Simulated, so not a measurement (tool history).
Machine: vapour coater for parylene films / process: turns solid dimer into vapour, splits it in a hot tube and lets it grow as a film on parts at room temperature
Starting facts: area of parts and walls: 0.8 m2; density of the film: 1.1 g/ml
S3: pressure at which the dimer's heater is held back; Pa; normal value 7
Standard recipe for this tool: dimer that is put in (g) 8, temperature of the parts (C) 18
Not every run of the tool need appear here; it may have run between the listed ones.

{"run": 1, "hour": 0.0, "dimer that is put in (g)": 8, "temperature of the parts (C)": 18, "S3": 7, "thickness of the film (nm)": 6300}
{"run": 2, "hour": 26.6, "dimer that is put in (g)": 8, "temperature of the parts (C)": 18, "S3": 7, "thickness of the film (nm)": 6220}
{"run": 3, "hour": 56.2, "dimer that is put in (g)": 8, "temperature of the parts (C)": 18, "S3": 7, "thickness of the film (nm)": 6200}
{"run": 4, "hour": 74.5, "dimer that is put in (g)": 8, "temperature of the parts (C)": 18, "S3": 7, "thickness of the film (nm)": 6160}
{"run": 5, "hour": 102.2, "dimer that is put in (g)": 8, "temperature of the parts (C)": 18, "S3": 7, "thickness of the film (nm)": 6180}
{"run": 6, "hour": 124.2, "dimer that is put in (g)": 8, "temperature of the parts (C)": 18, "S3": 2.31, "thickness of the film (nm)": 7070}
{"run": 7, "hour": 162.9, "dimer that is put in (g)": 8, "temperature of the parts (C)": 18, "S3": 2.31, "thickness of the film (nm)": 6900}
{"run": 8, "hour": 188.5, "dimer that is put in (g)": 8, "temperature of the parts (C)": 18, "S3": 2.31, "thickness of the film (nm)": 6870}
{"run": 9, "hour": 211.5, "dimer that is put in (g)": 9, "temperature of the parts (C)": 25, "S3": 2.36, "thickness of the film (nm)": 6590}
{"run": 10, "hour": 245.8, "dimer that is put in (g)": 3, "temperature of the parts (C)": 18, "S3": 7.9, "thickness of the film (nm)": 2170}
{"run": 11, "hour": 279.3, "dimer that is put in (g)": 3, "temperature of the parts (C)": 18, "S3": 7.9, "thickness of the film (nm)": 2190}

Withheld: 1 entry from between the runs. Position of each, and hidden state at the listed run before versus the listed run after:
Run 8 -> run 9: trap's valve overhauled (hour 195)
  vapour lost through the trap's worn valve, %: 3.6 -> 5.6
  measured minus no-state result, thickness of the film (nm): -210 -> -340

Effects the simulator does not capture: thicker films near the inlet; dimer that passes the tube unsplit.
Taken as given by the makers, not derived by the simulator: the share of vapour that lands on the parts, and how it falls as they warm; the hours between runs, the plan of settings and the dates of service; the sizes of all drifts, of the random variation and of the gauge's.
